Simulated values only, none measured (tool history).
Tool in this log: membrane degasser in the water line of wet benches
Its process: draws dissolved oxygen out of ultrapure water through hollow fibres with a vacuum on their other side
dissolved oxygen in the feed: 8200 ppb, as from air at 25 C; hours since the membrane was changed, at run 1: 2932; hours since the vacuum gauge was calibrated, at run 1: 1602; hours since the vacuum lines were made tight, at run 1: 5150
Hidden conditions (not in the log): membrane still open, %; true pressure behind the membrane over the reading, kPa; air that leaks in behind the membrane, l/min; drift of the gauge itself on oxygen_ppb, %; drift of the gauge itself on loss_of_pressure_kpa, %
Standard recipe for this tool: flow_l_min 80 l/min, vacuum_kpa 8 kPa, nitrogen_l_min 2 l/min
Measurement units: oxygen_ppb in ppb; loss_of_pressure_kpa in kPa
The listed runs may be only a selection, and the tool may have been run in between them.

run	hour	flow_l_min	vacuum_kpa	nitrogen_l_min	hours since the membrane was changed	hours since the vacuum gauge was calibrated	hours since the vacuum lines were made tight	oxygen_ppb	loss_of_pressure_kpa
1	0	80	8	2	2932	1602	5150	385	37.95
2	105.9	80	8	2	3038	1708	5255	385.4	37.87
3	190	80	8	2	3122	1792	5339	383.1	37.99
4	250	80	8	2	3182	1852	5399	383	37.93
5	332.3	80	8	2	3264	1934	5482	386	37.83
6	378	80	6.1	2	3310	1980	5527	242.4	37.97
7	426.6	80	6.1	2	3358	2029	5576	241.8	38.07
8	537.3	80	8	1.4	3469	2139	5687	501.2	37.66
9	587.1	80	8	1.4	3519	2189	5737	500.7	37.98
10	697.5	80	8	2.8	3629	2300	5847	298	37.96
11	802.7	80	8	2	3734	2405	5952	383.8	38.01
12	862	80	6.9	2	3794	2464	6011	304.6	38.35
13	928.7	80	6.9	2	3860	2531	6078	304.8	37.72
14	989.6	80	6.9	2	3921	2592	6139	305.2	37.77
15	1095.7	80	6.9	2	4027	2698	6245	304.2	37.93
16	1185.7	80	6.9	2	4117	2788	6335	306.9	38.17
17	1233.5	71	8.66	5.5	4165	2836	6383	170.6	33.99
18	1339.2	71	8.66	5.5	4271	2941	6489	170.4	33.51
19	1405	84	11.25	5.33	4337	3007	6555	295.8	39.49
20	1460.8	84	11.25	5.33	4392	3063	6610	295.1	40.09
21	1525.4	103	16.67	1.87	4457	3128	6675	1247.6	49.07
22	1614.4	80	8	1.95	4546	3217	6764	398.4	37.91
23	1718.9	80	8	1.95	4651	3321	6868	397.8	38.41
24	1783.8	80	8	3.29	4716	3386	6933	263.5	38.35
25	1870.9	103	13.23	2	4803	3473	7020	925.3	48.99
26	1938	61	8	1.45	4870	3540	7087	403.3	28.97
27	2038.4	61	8	1.45	4970	3641	7188	402.3	29
28	2138.2	55	8.54	1.98	5070	3740	7288	316.6	25.98
29	2200.5	85	18.54	2	5132	3803	7350	1162.8	40.53
30	2281.6	48	13.06	1.01	5213	3884	7431	845.7	22.57
31	2370.3	48	8.88	1.01	5302	3973	7520	512.8	23.05
32	2462.8	66	10.11	2	5394	4065	7612	468.6	31.47

What if the next run were any one of these 4? Each begins from the tool's condition after run 32:
A	2510.6	80	13.12	3.45	5442	4113	7660	?	?
B	2510.6	66	11.79	2	5442	4113	7660	?	?
C	2510.6	109	11.52	0.99	5442	4113	7660	?	?
D	2510.6	119	6.44	3.59	5442	4113	7660	?	?

run	oxygen_ppb	loss_of_pressure_kpa
A	491.9	38.09
B	572.7	31.38
C	1265.2	52.32
D	251	56.52
Without the tool's hidden state the same runs would have given:
run	oxygen_ppb	loss_of_pressure_kpa
A	480.9	37.34
B	559.3	30.76
C	1242	51.29
D	235.7	55.4
